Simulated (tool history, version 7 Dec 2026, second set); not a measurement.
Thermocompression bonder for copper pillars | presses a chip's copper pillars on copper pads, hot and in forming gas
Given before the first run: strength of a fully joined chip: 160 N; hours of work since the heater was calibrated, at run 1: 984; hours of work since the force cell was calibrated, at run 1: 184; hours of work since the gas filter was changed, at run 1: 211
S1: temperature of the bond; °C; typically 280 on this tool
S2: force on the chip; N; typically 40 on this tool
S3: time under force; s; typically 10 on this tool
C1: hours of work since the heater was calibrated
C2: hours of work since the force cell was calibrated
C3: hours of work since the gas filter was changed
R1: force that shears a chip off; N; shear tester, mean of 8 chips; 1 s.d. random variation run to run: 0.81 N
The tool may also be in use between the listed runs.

run	day	S1	S2	S3	C1	C2	C3	R1
1	0.000	280	40	10	984	184	211	50.9
2	1.038	280	40	10	1001	201	227	51.1
# day 1.821: forming gas filter changed
3	2.196	280	40	10	1019	220	6	55.5
4	3.212	280	40	10	1036	236	23	56.6
5	4.412	280	40	10	1055	256	42	55.2
6	5.108	280	40	10	1067	267	53	54.3
7	5.979	280	40	10	1081	281	68	56.2
8	6.796	294	40	10	1094	294	81	63.6
9	7.638	294	40	10	1108	308	95	61.5
10	8.608	280	42	10	1124	324	110	57.1
11	9.121	280	42	10	1132	332	119	55.1
12	9.842	280	42	10	1144	344	130	55.0
13	10.808	280	42	10	1159	359	146	56.2
14	11.733	280	40	26	1174	375	161	76.1
15	12.292	280	40	26	1183	384	170	73.5
16	13.288	280	40	26	1200	400	186	73.0
17	13.842	270	40	6	1209	409	195	35.0
18	14.675	270	40	6	1222	422	209	36.0
# day 14.838: force cell calibrated
19	15.271	270	40	6	1231	7	218	34.8
20	16.450	270	40	6	1250	26	237	34.2
# day 16.625: forming gas filter changed
21	17.400	270	40	6	1265	41	13	39.0
22	18.383	270	40	6	1281	57	29	38.0
23	19.321	270	40	6	1296	73	44	37.6
# day 19.950: heater calibrated with a thermocouple chip
24	20.421	272	30	6	8	89	60	33.8
# day 20.654: force cell calibrated, once more
25	21.592	281	51	5	26	15	78	60.4
26	22.600	280	40	14	42	32	95	69.3
27	23.312	280	40	14	54	43	106	70.4
28	24.525	297	40	6	73	63	126	60.1

Each row is a separate what-if for the run after 28, all from the same tool condition, not one after another. Results?
A	25.550	270	48	11	90	80	143	?
B	25.550	297	40	16	90	80	143	?
C	25.550	261	26	6	90	80	143	?
D	25.550	290	42	18	90	80	143	?
E	25.550	296	45	6	90	80	143	?

run	R1
A	63.9
B	83.0
C	24.2
D	85.4
E	66.0
Take away the tool's hidden state, keep each run's random variation, and the runs would have read:
run	R1
A	68.3
B	88.8
C	25.9
D	91.2
E	70.6
